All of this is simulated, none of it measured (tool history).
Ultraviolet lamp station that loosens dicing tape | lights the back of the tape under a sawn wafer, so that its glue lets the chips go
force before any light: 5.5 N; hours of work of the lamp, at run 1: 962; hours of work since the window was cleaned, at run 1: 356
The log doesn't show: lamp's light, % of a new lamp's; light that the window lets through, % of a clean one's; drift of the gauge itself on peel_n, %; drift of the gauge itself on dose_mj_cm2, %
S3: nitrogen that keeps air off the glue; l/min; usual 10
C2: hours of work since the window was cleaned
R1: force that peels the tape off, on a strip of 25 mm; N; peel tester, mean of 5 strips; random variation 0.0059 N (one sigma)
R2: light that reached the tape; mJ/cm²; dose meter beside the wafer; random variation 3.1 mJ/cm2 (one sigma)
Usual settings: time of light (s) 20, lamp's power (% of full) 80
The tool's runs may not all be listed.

Run 1, day 0.000: usual settings; hours of work of the lamp 962; C2 356. Result: R1 0.432 N, R2 327 mJ/cm².
Run 2, day 1.717: usual settings; hours of work of the lamp 987; C2 380. Result: R1 0.427 N, R2 321 mJ/cm².
Run 3, day 4.546: usual settings; hours of work of the lamp 1027; C2 421. Result: R1 0.453 N, R2 315 mJ/cm².
Run 4, day 6.108: usual settings but S3 5 l/min; hours of work of the lamp 1049; C2 443. Result: R1 0.852 N, R2 311 mJ/cm².
Run 5, day 7.867: usual settings but S3 13 l/min; hours of work of the lamp 1074; C2 468. Result: R1 0.386 N, R2 309 mJ/cm².
Run 6, day 10.642: usual settings but time of light (s) 13, S3 13 l/min; hours of work of the lamp 1114; C2 508. Result: R1 1.020 N, R2 194 mJ/cm².
Run 7, day 13.525: usual settings but time of light (s) 13, S3 13 l/min; hours of work of the lamp 1155; C2 549. Result: R1 1.000 N, R2 189 mJ/cm².
Run 8, day 15.521: usual settings but time of light (s) 13, S3 13 l/min; hours of work of the lamp 1183; C2 577. Result: R1 1.019 N, R2 185 mJ/cm².
Run 9, day 18.254: usual settings but time of light (s) 13, S3 13 l/min; hours of work of the lamp 1222; C2 616. Result: R1 1.125 N, R2 183 mJ/cm².
Run 10, day 19.504: usual settings but time of light (s) 13, S3 13 l/min; hours of work of the lamp 1240; C2 634. Result: R1 1.071 N, R2 177 mJ/cm².
Run 11, day 20.817: usual settings but time of light (s) 13, S3 13 l/min; hours of work of the lamp 1259; C2 653. Result: R1 1.157 N, R2 178 mJ/cm².
At day 22.933: window cleaned of glue's vapour.
Run 12, day 23.842: usual settings but time of light (s) 13, lamp's power (% of full) 83, S3 4 l/min; hours of work of the lamp 1302; C2 13. Result: R1 2.077 N, R2 172 mJ/cm².
Run 13, day 25.904: usual settings but time of light (s) 15, lamp's power (% of full) 91, S3 9 l/min; hours of work of the lamp 1331; C2 42. Result: R1 1.060 N, R2 217 mJ/cm².
Run 14, day 28.925: usual settings but time of light (s) 15, lamp's power (% of full) 74, S3 4 l/min; hours of work of the lamp 1374; C2 85. Result: R1 2.061 N, R2 167 mJ/cm².
Run 15, day 31.146: usual settings but time of light (s) 15, lamp's power (% of full) 99, S3 4 l/min; hours of work of the lamp 1406; C2 117. Result: R1 1.521 N, R2 224 mJ/cm².
Run 16, day 33.896: usual settings but time of light (s) 15, lamp's power (% of full) 99, S3 4 l/min; hours of work of the lamp 1445; C2 156. Result: R1 1.637 N, R2 220 mJ/cm².
At day 34.612: window cleaned of glue's vapour, once more.
At day 34.917: lamp changed.
Run 17, day 36.133: usual settings but time of light (s) 15, lamp's power (% of full) 99, S3 4 l/min; hours of work of the lamp 17; C2 21. Result: R1 0.518 N, R2 437 mJ/cm².

Run 18 comes next. What will it give?
Run 18, day 38.492: usual settings but time of light (s) 17, lamp's power (% of full) 82; hours of work of the lamp 51; C2 55. Result: R1 ?, R2 ?.

R1: 0.261 N
R2: 399 mJ/cm²
Without the tool's hidden state the same run would have given R1 0.238 N, R2 414 mJ/cm².
